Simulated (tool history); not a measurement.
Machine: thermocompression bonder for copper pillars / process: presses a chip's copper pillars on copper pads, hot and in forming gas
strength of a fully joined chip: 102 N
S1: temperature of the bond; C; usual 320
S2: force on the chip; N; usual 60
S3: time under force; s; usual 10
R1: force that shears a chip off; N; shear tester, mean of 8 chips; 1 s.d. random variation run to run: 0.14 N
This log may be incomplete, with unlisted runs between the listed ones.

run	day	S1	S2	S3	R1
1	0	320	60	10	50.6
2	3.354	320	87	10	59.6
3	5.075	320	87	10	59
4	8.425	320	87	10	59
# day 10.642: forming gas filter changed
5	12.438	320	60	10	51.1
6	16.404	320	60	10	51.2
7	19.5	320	60	10	50.9
8	21.592	320	60	10	50.8
9	23.517	320	60	10	50.9
10	25.358	295	73	17	54.7
11	27.488	320	71	16	63
12	31.417	320	71	16	62.7
# day 32.696: forming gas filter changed
13	34.388	293	44	10	35
14	37.258	345	44	25	70
15	40.096	320	72	10	55.3
16	43.783	316	54	6	38.9

What will run 17 give?
17	47.433	297	47	11	?

{"run 17": {"R1": 38.5}}
The same run, on a tool lacking any hidden state, would have yielded R1 38.5 N.
